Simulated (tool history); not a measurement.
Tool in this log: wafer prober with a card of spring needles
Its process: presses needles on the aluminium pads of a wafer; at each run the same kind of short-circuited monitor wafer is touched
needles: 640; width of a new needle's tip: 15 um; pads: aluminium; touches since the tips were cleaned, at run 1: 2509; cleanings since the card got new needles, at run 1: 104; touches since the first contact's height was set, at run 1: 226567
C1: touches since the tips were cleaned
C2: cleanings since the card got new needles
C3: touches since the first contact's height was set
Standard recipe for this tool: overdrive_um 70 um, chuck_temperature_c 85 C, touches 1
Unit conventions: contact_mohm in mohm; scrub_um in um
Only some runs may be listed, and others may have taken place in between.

{"run": 1, "hour": 0.0, "overdrive_um": 70, "chuck_temperature_c": 85, "touches": 1, "C1": 2509, "C2": 104, "C3": 226567, "contact_mohm": 187, "scrub_um": 17.37}
{"hour": 3.5, "done": "tips cleaned on abrasive film"}
{"hour": 10.5, "done": "tips cleaned on abrasive film"}
{"hour": 19.2, "done": "tips cleaned on abrasive film"}
{"hour": 21.2, "done": "height of the first contact set anew"}
{"hour": 26.5, "done": "tips cleaned on abrasive film"}
{"run": 2, "hour": 26.8, "overdrive_um": 70, "chuck_temperature_c": 85, "touches": 1, "C1": 181, "C2": 108, "C3": 3104, "contact_mohm": 169, "scrub_um": 17.96}
{"hour": 33.8, "done": "tips cleaned on abrasive film"}
{"hour": 42.5, "done": "tips cleaned on abrasive film"}
{"hour": 51.1, "done": "tips cleaned on abrasive film"}
{"hour": 58.1, "done": "tips cleaned on abrasive film"}
{"hour": 65.1, "done": "tips cleaned on abrasive film"}
{"hour": 72.1, "done": "tips cleaned on abrasive film"}
{"hour": 80.7, "done": "tips cleaned on abrasive film"}
{"hour": 87.7, "done": "tips cleaned on abrasive film"}
{"run": 3, "hour": 89.5, "overdrive_um": 70, "chuck_temperature_c": 85, "touches": 1, "C1": 1001, "C2": 116, "C3": 38202, "contact_mohm": 177, "scrub_um": 17.9}
{"hour": 94.8, "done": "tips cleaned on abrasive film"}
{"hour": 103.5, "done": "tips cleaned on abrasive film"}
{"hour": 112.1, "done": "tips cleaned on abrasive film"}
{"hour": 119.1, "done": "tips cleaned on abrasive film"}
{"hour": 126.1, "done": "tips cleaned on abrasive film"}
{"hour": 129.6, "done": "tips cleaned on abrasive film, once more"}
{"hour": 138.3, "done": "tips cleaned on abrasive film"}
{"run": 4, "hour": 144.9, "overdrive_um": 70, "chuck_temperature_c": 85, "touches": 1, "C1": 3732, "C2": 123, "C3": 69229, "contact_mohm": 198, "scrub_um": 17.86}
{"hour": 146.7, "done": "tips cleaned on abrasive film"}
{"hour": 153.7, "done": "tips cleaned on abrasive film"}
{"hour": 162.4, "done": "tips cleaned on abrasive film"}
{"hour": 169.3, "done": "tips cleaned on abrasive film"}
{"hour": 176.3, "done": "tips cleaned on abrasive film"}
{"run": 5, "hour": 178.7, "overdrive_um": 70, "chuck_temperature_c": 85, "touches": 2, "C1": 1343, "C2": 128, "C3": 88108, "contact_mohm": 173, "scrub_um": 17.79}
{"hour": 183.9, "done": "tips cleaned on abrasive film"}
{"hour": 192.6, "done": "tips cleaned on abrasive film"}
{"hour": 199.6, "done": "tips cleaned on abrasive film"}
{"hour": 208.3, "done": "tips cleaned on abrasive film"}
{"hour": 215.3, "done": "tips cleaned on abrasive film"}
{"hour": 224.0, "done": "tips cleaned on abrasive film"}
{"hour": 232.6, "done": "tips cleaned on abrasive film"}
{"run": 6, "hour": 236.7, "overdrive_um": 70, "chuck_temperature_c": 85, "touches": 2, "C1": 2274, "C2": 135, "C3": 120580, "contact_mohm": 175, "scrub_um": 17.7}
{"hour": 240.2, "done": "tips cleaned on abrasive film"}
{"hour": 247.2, "done": "tips cleaned on abrasive film"}
{"hour": 254.1, "done": "tips cleaned on abrasive film"}
{"hour": 262.8, "done": "tips cleaned on abrasive film"}
{"hour": 271.5, "done": "tips cleaned on abrasive film"}
{"hour": 278.5, "done": "tips cleaned on abrasive film"}
{"hour": 287.2, "done": "tips cleaned on abrasive film"}
{"run": 7, "hour": 291.0, "overdrive_um": 70, "chuck_temperature_c": 47, "touches": 2, "C1": 2156, "C2": 142, "C3": 150989, "contact_mohm": 172, "scrub_um": 17.53}
{"hour": 294.5, "done": "tips cleaned on abrasive film"}
{"hour": 303.2, "done": "tips cleaned on abrasive film"}
{"hour": 310.2, "done": "tips cleaned on abrasive film"}
{"hour": 318.9, "done": "tips cleaned on abrasive film"}
{"hour": 327.6, "done": "tips cleaned on abrasive film"}
{"run": 8, "hour": 333.6, "overdrive_um": 70, "chuck_temperature_c": 47, "touches": 2, "C1": 3427, "C2": 147, "C3": 174877, "contact_mohm": 176, "scrub_um": 17.55}
{"hour": 335.4, "done": "tips cleaned on abrasive film"}
{"hour": 344.1, "done": "tips cleaned on abrasive film"}
{"hour": 352.8, "done": "tips cleaned on abrasive film"}
{"hour": 361.5, "done": "tips cleaned on abrasive film"}
{"hour": 368.5, "done": "tips cleaned on abrasive film"}
{"run": 9, "hour": 374.4, "overdrive_um": 70, "chuck_temperature_c": 47, "touches": 2, "C1": 3397, "C2": 152, "C3": 197758, "contact_mohm": 179, "scrub_um": 17.2}
{"hour": 376.3, "done": "tips cleaned on abrasive film"}
{"hour": 383.2, "done": "tips cleaned on abrasive film"}
{"hour": 390.2, "done": "tips cleaned on abrasive film"}
{"hour": 398.9, "done": "tips cleaned on abrasive film"}
{"hour": 407.6, "done": "tips cleaned on abrasive film"}
{"hour": 414.6, "done": "tips cleaned on abrasive film"}
{"hour": 421.5, "done": "tips cleaned on abrasive film"}
{"hour": 428.5, "done": "tips cleaned on abrasive film"}
{"hour": 437.2, "done": "tips cleaned on abrasive film"}
{"run": 10, "hour": 437.8, "overdrive_um": 70, "chuck_temperature_c": 47, "touches": 2, "C1": 331, "C2": 161, "C3": 233158, "contact_mohm": 160, "scrub_um": 16.94}
{"hour": 444.7, "done": "tips cleaned on abrasive film"}
{"hour": 446.8, "done": "height of the first contact set anew"}
{"hour": 452.0, "done": "tips cleaned on abrasive film"}
{"hour": 460.7, "done": "tips cleaned on abrasive film"}
{"run": 11, "hour": 466.4, "overdrive_um": 70, "chuck_temperature_c": 47, "touches": 2, "C1": 3250, "C2": 164, "C3": 11044, "contact_mohm": 176, "scrub_um": 18.43}
{"hour": 468.3, "done": "tips cleaned on abrasive film"}
{"hour": 476.9, "done": "tips cleaned on abrasive film"}
{"hour": 483.9, "done": "tips cleaned on abrasive film"}
{"hour": 492.6, "done": "tips cleaned on abrasive film"}
{"hour": 499.6, "done": "tips cleaned on abrasive film"}
{"hour": 508.3, "done": "tips cleaned on abrasive film"}
{"hour": 515.2, "done": "tips cleaned on abrasive film"}
{"hour": 522.2, "done": "tips cleaned on abrasive film"}
{"run": 12, "hour": 529.0, "overdrive_um": 63, "chuck_temperature_c": 85, "touches": 3, "C1": 3867, "C2": 172, "C3": 46084, "contact_mohm": 181, "scrub_um": 16.47}
{"hour": 530.8, "done": "tips cleaned on abrasive film"}
{"hour": 537.8, "done": "tips cleaned on abrasive film"}
{"hour": 544.8, "done": "tips cleaned on abrasive film"}
{"hour": 551.8, "done": "tips cleaned on abrasive film"}
{"hour": 560.4, "done": "tips cleaned on abrasive film"}
{"hour": 567.4, "done": "tips cleaned on abrasive film"}
{"hour": 576.1, "done": "tips cleaned on abrasive film"}
{"hour": 584.8, "done": "tips cleaned on abrasive film"}
{"run": 13, "hour": 588.5, "overdrive_um": 63, "chuck_temperature_c": 85, "touches": 3, "C1": 2115, "C2": 180, "C3": 79372, "contact_mohm": 175, "scrub_um": 16.14}
{"hour": 592.1, "done": "tips cleaned on abrasive film"}
{"hour": 600.8, "done": "tips cleaned on abrasive film"}
{"hour": 607.7, "done": "tips cleaned on abrasive film"}
{"hour": 616.4, "done": "tips cleaned on abrasive film"}
{"hour": 623.4, "done": "tips cleaned on abrasive film"}
{"run": 14, "hour": 628.3, "overdrive_um": 56, "chuck_temperature_c": 86, "touches": 2, "C1": 2783, "C2": 185, "C3": 101636, "contact_mohm": 202, "scrub_um": 14.14}
{"hour": 631.8, "done": "tips cleaned on abrasive film"}
{"hour": 638.8, "done": "tips cleaned on abrasive film"}
{"hour": 647.5, "done": "tips cleaned on abrasive film"}
{"hour": 654.5, "done": "tips cleaned on abrasive film"}
{"hour": 663.1, "done": "tips cleaned on abrasive film"}
{"hour": 670.1, "done": "tips cleaned on abrasive film"}
{"run": 15, "hour": 670.3, "overdrive_um": 61, "chuck_temperature_c": 51, "touches": 1, "C1": 80, "C2": 191, "C3": 125095, "contact_mohm": 166, "scrub_um": 15.19}
{"hour": 677.2, "done": "tips cleaned on abrasive film"}
{"hour": 684.2, "done": "tips cleaned on abrasive film"}
{"hour": 691.2, "done": "tips cleaned on abrasive film"}
{"hour": 698.2, "done": "tips cleaned on abrasive film"}
{"hour": 706.8, "done": "tips cleaned on abrasive film"}
{"hour": 715.5, "done": "tips cleaned on abrasive film"}
{"run": 16, "hour": 716.3, "overdrive_um": 61, "chuck_temperature_c": 51, "touches": 1, "C1": 429, "C2": 197, "C3": 150856, "contact_mohm": 181, "scrub_um": 15.07}
{"hour": 723.3, "done": "tips cleaned on abrasive film"}
{"hour": 730.2, "done": "tips cleaned on abrasive film"}
{"hour": 737.2, "done": "tips cleaned on abrasive film"}
{"hour": 749.2, "done": "card fitted with new needles"}
{"hour": 757.9, "done": "tips cleaned on abrasive film"}
{"hour": 764.9, "done": "tips cleaned on abrasive film"}
{"hour": 771.8, "done": "tips cleaned on abrasive film"}
{"hour": 780.5, "done": "tips cleaned on abrasive film"}
{"hour": 789.2, "done": "tips cleaned on abrasive film"}
{"run": 17, "hour": 792.0, "overdrive_um": 54, "chuck_temperature_c": 88, "touches": 2, "C1": 1607, "C2": 5, "C3": 24012, "contact_mohm": 174, "scrub_um": 13.79}
{"hour": 797.3, "done": "tips cleaned on abrasive film"}
{"hour": 806.0, "done": "tips cleaned on abrasive film"}
{"hour": 813.0, "done": "tips cleaned on abrasive film"}
{"hour": 821.7, "done": "tips cleaned on abrasive film"}
{"hour": 830.3, "done": "tips cleaned on abrasive film"}
{"hour": 839.0, "done": "tips cleaned on abrasive film"}
{"hour": 846.0, "done": "tips cleaned on abrasive film"}
{"hour": 854.7, "done": "tips cleaned on abrasive film"}
{"run": 18, "hour": 855.7, "overdrive_um": 57, "chuck_temperature_c": 85, "touches": 1, "C1": 588, "C2": 13, "C3": 59670, "contact_mohm": 174, "scrub_um": 14.55}
{"hour": 862.7, "done": "tips cleaned on abrasive film"}
{"hour": 871.4, "done": "tips cleaned on abrasive film"}
{"hour": 878.4, "done": "tips cleaned on abrasive film"}
{"hour": 887.0, "done": "tips cleaned on abrasive film"}
{"hour": 894.0, "done": "tips cleaned on abrasive film"}
{"hour": 902.7, "done": "tips cleaned on abrasive film"}
{"hour": 911.4, "done": "tips cleaned on abrasive film"}
{"run": 19, "hour": 915.4, "overdrive_um": 51, "chuck_temperature_c": 103, "touches": 1, "C1": 2279, "C2": 20, "C3": 93122, "contact_mohm": 203, "scrub_um": 12.73}
{"hour": 919.0, "done": "tips cleaned on abrasive film"}
{"hour": 925.9, "done": "tips cleaned on abrasive film"}
{"hour": 934.6, "done": "tips cleaned on abrasive film"}
{"hour": 941.6, "done": "tips cleaned on abrasive film"}
{"hour": 948.6, "done": "tips cleaned on abrasive film"}
{"hour": 957.2, "done": "tips cleaned on abrasive film"}
{"hour": 964.2, "done": "tips cleaned on abrasive film"}
{"hour": 971.8, "done": "tips cleaned on abrasive film"}
{"run": 20, "hour": 971.8, "overdrive_um": 51, "chuck_temperature_c": 103, "touches": 1, "C1": 0, "C2": 28, "C3": 124641, "contact_mohm": 166, "scrub_um": 12.8}
{"hour": 980.5, "done": "tips cleaned on abrasive film"}
{"hour": 987.5, "done": "tips cleaned on abrasive film"}
{"hour": 996.1, "done": "tips cleaned on abrasive film"}
{"hour": 1003.1, "done": "tips cleaned on abrasive film"}
{"hour": 1010.1, "done": "tips cleaned on abrasive film"}
{"hour": 1018.8, "done": "tips cleaned on abrasive film"}
{"run": 21, "hour": 1022.9, "overdrive_um": 51, "chuck_temperature_c": 103, "touches": 1, "C1": 2320, "C2": 34, "C3": 153263, "contact_mohm": 202, "scrub_um": 12.5}
{"hour": 1026.4, "done": "tips cleaned on abrasive film"}
{"hour": 1035.1, "done": "tips cleaned on abrasive film"}
{"hour": 1042.1, "done": "tips cleaned on abrasive film"}
{"hour": 1050.8, "done": "tips cleaned on abrasive film"}
{"hour": 1057.7, "done": "tips cleaned on abrasive film"}
{"run": 22, "hour": 1059.9, "overdrive_um": 70, "chuck_temperature_c": 85, "touches": 1, "C1": 1242, "C2": 39, "C3": 173989, "contact_mohm": 175, "scrub_um": 17.44}

4 options for the next run, each taken on its own from the tool as it stands now. Forecast them:
{"hour": 1065.2, "done": "tips cleaned on abrasive film"}
{"hour": 1073.9, "done": "tips cleaned on abrasive film"}
{"hour": 1080.8, "done": "tips cleaned on abrasive film"}
{"hour": 1087.8, "done": "tips cleaned on abrasive film"}
{"hour": 1094.8, "done": "tips cleaned on abrasive film"}
{"hour": 1103.5, "done": "tips cleaned on abrasive film"}
{"run": "A", "hour": 1104.0, "overdrive_um": 70, "chuck_temperature_c": 85, "touches": 2, "C1": 318, "C2": 45, "C3": 198664, "contact_mohm": "?", "scrub_um": "?"}
{"hour": 1065.2, "done": "tips cleaned on abrasive film"}
{"hour": 1073.9, "done": "tips cleaned on abrasive film"}
{"hour": 1080.8, "done": "tips cleaned on abrasive film"}
{"hour": 1087.8, "done": "tips cleaned on abrasive film"}
{"hour": 1094.8, "done": "tips cleaned on abrasive film"}
{"hour": 1103.5, "done": "tips cleaned on abrasive film"}
{"run": "B", "hour": 1104.0, "overdrive_um": 54, "chuck_temperature_c": 108, "touches": 1, "C1": 318, "C2": 45, "C3": 198664, "contact_mohm": "?", "scrub_um": "?"}
{"hour": 1065.2, "done": "tips cleaned on abrasive film"}
{"hour": 1073.9, "done": "tips cleaned on abrasive film"}
{"hour": 1080.8, "done": "tips cleaned on abrasive film"}
{"hour": 1087.8, "done": "tips cleaned on abrasive film"}
{"hour": 1094.8, "done": "tips cleaned on abrasive film"}
{"hour": 1103.5, "done": "tips cleaned on abrasive film"}
{"run": "C", "hour": 1104.0, "overdrive_um": 75, "chuck_temperature_c": 87, "touches": 2, "C1": 318, "C2": 45, "C3": 198664, "contact_mohm": "?", "scrub_um": "?"}
{"hour": 1065.2, "done": "tips cleaned on abrasive film"}
{"hour": 1073.9, "done": "tips cleaned on abrasive film"}
{"hour": 1080.8, "done": "tips cleaned on abrasive film"}
{"hour": 1087.8, "done": "tips cleaned on abrasive film"}
{"hour": 1094.8, "done": "tips cleaned on abrasive film"}
{"hour": 1103.5, "done": "tips cleaned on abrasive film"}
{"run": "D", "hour": 1104.0, "overdrive_um": 67, "chuck_temperature_c": 34, "touches": 1, "C1": 318, "C2": 45, "C3": 198664, "contact_mohm": "?", "scrub_um": "?"}

run=A contact_mohm=161 scrub_um=17.38
run=B contact_mohm=180 scrub_um=13.17
run=C contact_mohm=160 scrub_um=18.75
run=D contact_mohm=158 scrub_um=16.47
Had the tool no hidden state, the same runs would have come out as:
run=A contact_mohm=153 scrub_um=18.41
run=B contact_mohm=163 scrub_um=14.19
run=C contact_mohm=153 scrub_um=19.78
run=D contact_mohm=146 scrub_um=17.48

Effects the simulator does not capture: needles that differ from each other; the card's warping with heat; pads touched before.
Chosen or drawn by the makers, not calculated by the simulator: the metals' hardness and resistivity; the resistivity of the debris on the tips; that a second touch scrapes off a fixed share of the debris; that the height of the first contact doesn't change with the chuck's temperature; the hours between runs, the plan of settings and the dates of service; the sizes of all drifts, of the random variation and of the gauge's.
